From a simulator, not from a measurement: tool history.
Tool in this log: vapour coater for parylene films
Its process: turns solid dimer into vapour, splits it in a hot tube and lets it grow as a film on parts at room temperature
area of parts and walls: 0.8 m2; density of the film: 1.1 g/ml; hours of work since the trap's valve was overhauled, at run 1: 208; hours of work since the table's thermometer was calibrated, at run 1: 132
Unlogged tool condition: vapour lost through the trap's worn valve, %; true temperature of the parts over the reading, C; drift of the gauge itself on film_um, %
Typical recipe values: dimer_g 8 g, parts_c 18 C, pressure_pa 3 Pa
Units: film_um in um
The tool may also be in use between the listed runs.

| run | hour | dimer_g | parts_c | pressure_pa | hours of work since the trap's valve was overhauled | hours of work since the table's thermometer was calibrated | film_um |
|---|---|---|---|---|---|---|---|
| 1 | 0 | 8 | 18 | 3 | 208 | 132 | 5.02 |
| 2 | 21.4 | 8 | 18 | 3 | 222 | 146 | 5 |
| 3 | 48.4 | 8 | 18 | 3 | 239 | 164 | 4.98 |
| 4 | 71.2 | 8 | 18 | 3 | 254 | 178 | 5 |
| 5 | 95.6 | 12 | 18 | 3 | 269 | 194 | 7.48 |
| 6 | 124.2 | 12 | 18 | 3 | 288 | 213 | 7.55 |
| 7 | 140.6 | 12 | 18 | 3 | 298 | 223 | 7.55 |
| 8 | 175.1 | 8 | 18 | 3 | 321 | 245 | 4.94 |
| 9 | 210.3 | 8 | 18 | 3 | 343 | 268 | 4.94 |
| 10 | 239.3 | 8 | 18 | 3 | 362 | 287 | 4.86 |
| 11 | 259.7 | 8 | 18 | 3 | 375 | 300 | 4.9 |
| 12 | 286.2 | 8 | 18 | 3 | 392 | 317 | 4.95 |
|  | 312.3 | trap's valve overhauled |
| 13 | 320.8 | 8 | 18 | 3 | 6 | 337 | 5.16 |
| 14 | 351.9 | 8 | 18 | 3 | 26 | 357 | 5.14 |
| 15 | 389.9 | 8 | 18 | 3 | 50 | 381 | 5.06 |
| 16 | 426.9 | 8 | 18 | 3 | 74 | 405 | 5.02 |
| 17 | 449.4 | 8 | 12 | 7.09 | 88 | 420 | 5.35 |
| 18 | 472.7 | 6 | 18 | 3 | 103 | 435 | 3.74 |
| 19 | 492.2 | 12 | 18 | 3 | 116 | 447 | 7.54 |
| 20 | 524.5 | 12 | 18 | 3 | 137 | 468 | 7.57 |
| 21 | 550.7 | 9 | 18 | 3.18 | 154 | 485 | 5.6 |
| 22 | 573.2 | 4 | 10 | 10.61 | 168 | 500 | 2.68 |
| 23 | 592.2 | 7 | 30 | 3 | 180 | 512 | 3.43 |
| 24 | 624.1 | 8 | 18 | 9.31 | 201 | 532 | 4.65 |
| 25 | 657.9 | 11 | 18 | 9.31 | 223 | 554 | 6.3 |
| 26 | 680.4 | 8 | 30 | 4.08 | 237 | 569 | 3.86 |
| 27 | 698.7 | 8 | 30 | 4.08 | 249 | 580 | 3.78 |
| 28 | 726.3 | 8 | 30 | 4.08 | 267 | 598 | 3.77 |
| 29 | 762.1 | 5 | 19 | 4.76 | 290 | 621 | 2.86 |

What differs in the tool's unlogged condition from the final listed run ahead of each entry between runs to the first listed run following it?
Logged between run 12 and run 13: trap's valve overhauled (hour 312.3)
  vapour lost through the trap's worn valve, %: 4.6 -> 0.4; true temperature of the parts over the reading, C: 0.26 -> 0.28
  measured result minus the result with no hidden state, film_um: -0.26 -> -0.06 um

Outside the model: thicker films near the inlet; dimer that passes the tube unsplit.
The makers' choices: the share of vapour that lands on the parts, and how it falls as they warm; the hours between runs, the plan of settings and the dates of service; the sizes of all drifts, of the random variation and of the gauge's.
